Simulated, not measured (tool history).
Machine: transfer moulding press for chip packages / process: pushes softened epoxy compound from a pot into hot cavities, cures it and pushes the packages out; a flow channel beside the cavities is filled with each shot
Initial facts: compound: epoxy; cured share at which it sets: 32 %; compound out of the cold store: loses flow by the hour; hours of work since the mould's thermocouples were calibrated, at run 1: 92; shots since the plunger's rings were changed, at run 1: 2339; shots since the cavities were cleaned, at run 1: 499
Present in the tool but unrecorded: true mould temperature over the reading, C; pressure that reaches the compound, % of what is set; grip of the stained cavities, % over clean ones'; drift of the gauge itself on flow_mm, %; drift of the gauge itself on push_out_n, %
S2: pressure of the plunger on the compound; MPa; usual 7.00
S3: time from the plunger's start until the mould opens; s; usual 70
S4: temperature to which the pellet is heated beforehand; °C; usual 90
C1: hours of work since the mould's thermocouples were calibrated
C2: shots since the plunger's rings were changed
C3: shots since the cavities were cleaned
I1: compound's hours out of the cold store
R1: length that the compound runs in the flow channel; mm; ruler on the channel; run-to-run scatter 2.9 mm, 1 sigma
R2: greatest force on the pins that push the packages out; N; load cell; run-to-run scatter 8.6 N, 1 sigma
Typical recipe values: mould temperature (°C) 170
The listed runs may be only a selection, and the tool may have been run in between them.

run 1 hour=0.0 | mould_temperature_(°C)=170 S2=7.00 S3=70 S4=90 | C1=92 C2=2339 C3=499 | I1=26.0 | R1=604 R2=541
run 2 hour=25.4 | mould_temperature_(°C)=164 S2=7.00 S3=70 S4=90 | C1=105 C2=2627 C3=787 | I1=23.6 | R1=622 R2=861
-- hour=34.1 plunger's sealing rings changed
run 3 hour=56.8 | mould_temperature_(°C)=164 S2=7.00 S3=70 S4=90 | C1=120 C2=257 C3=1115 | I1=41.5 | R1=599 R2=843
-- hour=61.4 cavities cleaned with cleaning compound and waxed
run 4 hour=77.8 | mould_temperature_(°C)=163 S2=7.00 S3=70 S4=90 | C1=131 C2=479 C3=186 | I1=40.6 | R1=600 R2=675
run 5 hour=117.5 | mould_temperature_(°C)=163 S2=7.00 S3=70 S4=90 | C1=151 C2=929 C3=636 | I1=13.1 | R1=684 R2=917
run 6 hour=151.0 | mould_temperature_(°C)=163 S2=7.00 S3=70 S4=90 | C1=169 C2=1309 C3=1016 | I1=45.0 | R1=580 R2=893
-- hour=164.2 cavities cleaned with cleaning compound and waxed
run 7 hour=189.7 | mould_temperature_(°C)=177 S2=7.00 S3=70 S4=90 | C1=188 C2=1731 C3=289 | I1=20.2 | R1=614 R2=377
run 8 hour=209.6 | mould_temperature_(°C)=177 S2=7.00 S3=70 S4=90 | C1=199 C2=1958 C3=516 | I1=33.8 | R1=571 R2=430
run 9 hour=247.0 | mould_temperature_(°C)=170 S2=7.00 S3=70 S4=82 | C1=218 C2=2382 C3=940 | I1=12.5 | R1=649 R2=652
-- hour=267.0 cavities cleaned with cleaning compound and waxed
run 10 hour=269.6 | mould_temperature_(°C)=170 S2=7.00 S3=70 S4=82 | C1=230 C2=2621 C3=29 | I1=18.7 | R1=624 R2=445
-- hour=276.4 plunger's sealing rings changed
run 11 hour=310.8 | mould_temperature_(°C)=170 S2=7.00 S3=70 S4=82 | C1=250 C2=390 C3=468 | I1=31.1 | R1=619 R2=551
run 12 hour=327.9 | mould_temperature_(°C)=170 S2=8.06 S3=70 S4=90 | C1=259 C2=585 C3=663 | I1=8.8 | R1=729 R2=604
run 13 hour=352.5 | mould_temperature_(°C)=170 S2=8.06 S3=70 S4=90 | C1=272 C2=864 C3=942 | I1=39.0 | R1=628 R2=594
run 14 hour=369.7 | mould_temperature_(°C)=170 S2=7.27 S3=70 S4=90 | C1=281 C2=1058 C3=1136 | I1=41.1 | R1=592 R2=608
-- hour=374.6 cavities cleaned with cleaning compound and waxed
run 15 hour=389.5 | mould_temperature_(°C)=170 S2=7.27 S3=70 S4=90 | C1=290 C2=1267 C3=170 | I1=43.1 | R1=578 R2=460
run 16 hour=408.4 | mould_temperature_(°C)=164 S2=6.43 S3=107 S4=90 | C1=300 C2=1481 C3=384 | I1=29.5 | R1=590 R2=400
run 17 hour=443.5 | mould_temperature_(°C)=164 S2=6.43 S3=107 S4=90 | C1=319 C2=1879 C3=782 | I1=29.2 | R1=593 R2=457
-- hour=447.8 mould's thermocouples calibrated
run 18 hour=473.6 | mould_temperature_(°C)=176 S2=5.38 S3=54 S4=87 | C1=14 C2=2198 C3=1101 | I1=33.3 | R1=513 R2=822
-- hour=481.4 cavities cleaned with cleaning compound and waxed
run 19 hour=502.2 | mould_temperature_(°C)=170 S2=5.40 S3=70 S4=90 | C1=28 C2=2506 C3=236 | I1=47.6 | R1=487 R2=497
-- hour=520.2 plunger's sealing rings changed
run 20 hour=524.1 | mould_temperature_(°C)=163 S2=5.74 S3=75 S4=98 | C1=38 C2=44 C3=456 | I1=10.2 | R1=636 R2=795
run 21 hour=555.6 | mould_temperature_(°C)=163 S2=5.74 S3=72 S4=98 | C1=54 C2=401 C3=813 | I1=24.1 | R1=584 R2=898
run 22 hour=579.2 | mould_temperature_(°C)=172 S2=6.29 S3=70 S4=82 | C1=67 C2=670 C3=1082 | I1=46.6 | R1=539 R2=565
-- hour=588.5 cavities cleaned with cleaning compound and waxed
run 23 hour=601.5 | mould_temperature_(°C)=162 S2=7.00 S3=72 S4=90 | C1=78 C2=906 C3=148 | I1=47.4 | R1=579 R2=689
-- hour=605.3 mould's thermocouples calibrated, once more
run 24 hour=627.8 | mould_temperature_(°C)=170 S2=7.00 S3=83 S4=81 | C1=12 C2=1182 C3=424 | I1=19.1 | R1=641 R2=434
run 25 hour=667.6 | mould_temperature_(°C)=170 S2=7.00 S3=83 S4=81 | C1=33 C2=1632 C3=874 | I1=11.4 | R1=663 R2=493
run 26 hour=689.2 | mould_temperature_(°C)=170 S2=7.00 S3=84 S4=81 | C1=44 C2=1878 C3=1120 | I1=9.8 | R1=666 R2=517
-- hour=693.8 cavities cleaned with cleaning compound and waxed
run 27 hour=717.2 | mould_temperature_(°C)=167 S2=8.27 S3=84 S4=83 | C1=58 C2=2179 C3=266 | I1=42.1 | R1=620 R2=415
run 28 hour=748.2 | mould_temperature_(°C)=167 S2=8.27 S3=84 S4=83 | C1=74 C2=2531 C3=618 | I1=35.4 | R1=638 R2=498

Below, some changes in R1 between adjacent runs. For each, the amount present without the hidden state too (settings, incoming material, random variation) and the amount remaining for the hidden state with gauge scatter not shared by both compared results:
Run 2 -> 3: plunger's sealing rings changed. R1 -23 mm: hidden state +28, all else -51.
Run 10 -> 11: plunger's sealing rings changed. R1 -5 mm: hidden state +27, all else -32.
Run 11 -> 12: S2 7.00 -> 8.06, S4 82 -> 90. R1 +110 mm: hidden state -3, all else +113.
Run 19 -> 20: mould temperature (°C) 170 -> 163, S2 5.40 -> 5.74, S3 70 -> 75, S4 90 -> 98, plunger's sealing rings changed. R1 +149 mm: hidden state +23, all else +126.
